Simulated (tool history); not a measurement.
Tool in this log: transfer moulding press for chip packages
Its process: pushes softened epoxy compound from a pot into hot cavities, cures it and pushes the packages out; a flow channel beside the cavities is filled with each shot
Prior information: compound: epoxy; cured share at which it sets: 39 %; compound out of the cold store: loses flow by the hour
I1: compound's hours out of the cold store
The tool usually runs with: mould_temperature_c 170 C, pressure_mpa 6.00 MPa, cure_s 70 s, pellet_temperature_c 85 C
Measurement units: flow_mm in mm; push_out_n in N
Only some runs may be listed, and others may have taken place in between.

Run 1, day 0.000: usual settings; I1 40.2. Result: flow_mm 540 mm, push_out_n 439 N.
Run 2, day 1.288: usual settings but cure_s 51 s; I1 23.3. Result: flow_mm 588 mm, push_out_n 1082 N.
At day 2.188: plunger's sealing rings changed.
At day 2.554: cavities cleaned with cleaning compound and waxed.
Run 3, day 2.708: usual settings but cure_s 51 s; I1 23.0. Result: flow_mm 607 mm, push_out_n 571 N.
Run 4, day 4.108: usual settings but cure_s 65 s; I1 32.8. Result: flow_mm 573 mm, push_out_n 493 N.
Run 5, day 4.804: usual settings but mould_temperature_c 174 C, cure_s 65 s; I1 12.9. Result: flow_mm 613 mm, push_out_n 463 N.
Run 6, day 6.433: usual settings but mould_temperature_c 174 C, cure_s 65 s; I1 27.2. Result: flow_mm 576 mm, push_out_n 497 N.
At day 7.092: cavities cleaned with cleaning compound and waxed.
Run 7, day 7.225: usual settings but pressure_mpa 5.17 MPa; I1 34.2. Result: flow_mm 529 mm, push_out_n 295 N.
Run 8, day 8.579: usual settings but pressure_mpa 5.17 MPa; I1 16.2. Result: flow_mm 572 mm, push_out_n 457 N.
Run 9, day 10.208: usual settings but pressure_mpa 5.17 MPa; I1 22.0. Result: flow_mm 551 mm, push_out_n 553 N.
Run 10, day 11.221: usual settings; I1 16.5. Result: flow_mm 612 mm, push_out_n 555 N.
At day 11.633: cavities cleaned with cleaning compound and waxed.
Run 11, day 12.883: usual settings; I1 37.6. Result: flow_mm 545 mm, push_out_n 404 N.
Run 12, day 14.379: usual settings; I1 22.2. Result: flow_mm 589 mm, push_out_n 514 N.
Run 13, day 15.350: usual settings; I1 39.6. Result: flow_mm 549 mm, push_out_n 527 N.
At day 16.192: cavities cleaned with cleaning compound and waxed.
Run 14, day 16.329: usual settings; I1 38.8. Result: flow_mm 537 mm, push_out_n 282 N.
At day 16.638: plunger's sealing rings changed.
Run 15, day 17.704: usual settings but cure_s 60 s; I1 41.1. Result: flow_mm 548 mm, push_out_n 528 N.
Run 16, day 18.508: usual settings but pressure_mpa 7.34 MPa, pellet_temperature_c 77 C; I1 20.8. Result: flow_mm 677 mm, push_out_n 502 N.
Run 17, day 19.492: usual settings but pressure_mpa 7.34 MPa, pellet_temperature_c 77 C; I1 44.5. Result: flow_mm 602 mm, push_out_n 525 N.
Run 18, day 20.538: usual settings but pressure_mpa 7.34 MPa, pellet_temperature_c 77 C; I1 20.4. Result: flow_mm 670 mm, push_out_n 589 N.
At day 20.892: cavities cleaned with cleaning compound and waxed.
Run 19, day 21.883: usual settings but mould_temperature_c 172 C, pressure_mpa 5.28 MPa, cure_s 85 s, pellet_temperature_c 86 C; I1 30.7. Result: flow_mm 536 mm, push_out_n 321 N.
At day 22.100: mould's thermocouples calibrated.
Run 20, day 23.146: usual settings but mould_temperature_c 171 C, pressure_mpa 4.69 MPa, cure_s 85 s, pellet_temperature_c 86 C; I1 12.6. Result: flow_mm 552 mm, push_out_n 376 N.
Run 21, day 24.233: usual settings but mould_temperature_c 175 C, pressure_mpa 4.89 MPa, pellet_temperature_c 89 C; I1 25.3. Result: flow_mm 517 mm, push_out_n 439 N.
Run 22, day 25.275: usual settings but cure_s 78 s; I1 16.6. Result: flow_mm 612 mm, push_out_n 516 N.
At day 25.592: cavities cleaned with cleaning compound and waxed.
Run 23, day 26.808: usual settings but cure_s 78 s; I1 18.5. Result: flow_mm 602 mm, push_out_n 349 N.
Run 24, day 28.021: usual settings but mould_temperature_c 165 C, pressure_mpa 4.72 MPa, cure_s 103 s, pellet_temperature_c 75 C; I1 20.3. Result: flow_mm 543 mm, push_out_n 419 N.
Run 25, day 29.567: usual settings but mould_temperature_c 165 C, pressure_mpa 4.72 MPa, cure_s 103 s, pellet_temperature_c 75 C; I1 42.7. Result: flow_mm 491 mm, push_out_n 456 N.
At day 30.167: cavities cleaned with cleaning compound and waxed.
At day 30.608: mould's thermocouples calibrated, once more.
Run 26, day 30.788: usual settings but mould_temperature_c 166 C, pressure_mpa 5.31 MPa, cure_s 91 s, pellet_temperature_c 91 C; I1 33.3. Result: flow_mm 538 mm, push_out_n 315 N.
At day 31.179: plunger's sealing rings changed.
Run 27, day 32.358: usual settings but pressure_mpa 5.91 MPa, cure_s 59 s; I1 23.0. Result: flow_mm 598 mm, push_out_n 691 N.
Run 28, day 33.875: usual settings but pressure_mpa 5.91 MPa, cure_s 59 s; I1 36.7. Result: flow_mm 561 mm, push_out_n 722 N.
At day 34.879: cavities cleaned with cleaning compound and waxed.
Run 29, day 34.883: usual settings but pellet_temperature_c 93 C; I1 43.5. Result: flow_mm 546 mm, push_out_n 270 N.

3 ways to go on from here, each from the tool as it stands after run 29. What would each give?
Run A, day 35.883: usual settings but mould_temperature_c 163 C, pressure_mpa 6.17 MPa, cure_s 57 s, pellet_temperature_c 93 C; I1 18.3. Result: flow_mm ?, push_out_n ?.
Run B, day 35.883: usual settings but mould_temperature_c 165 C, cure_s 69 s; I1 40.5. Result: flow_mm ?, push_out_n ?.
Run C, day 35.883: usual settings but mould_temperature_c 165 C, pellet_temperature_c 93 C; I1 37.1. Result: flow_mm ?, push_out_n ?.

run  flow_mm  push_out_n
  A      643        1058
  B      572         563
  C      571         539
Without the tool's hidden state the same runs would have given:
run  flow_mm  push_out_n
  A      650         724
  B      578         386
  C      578         368

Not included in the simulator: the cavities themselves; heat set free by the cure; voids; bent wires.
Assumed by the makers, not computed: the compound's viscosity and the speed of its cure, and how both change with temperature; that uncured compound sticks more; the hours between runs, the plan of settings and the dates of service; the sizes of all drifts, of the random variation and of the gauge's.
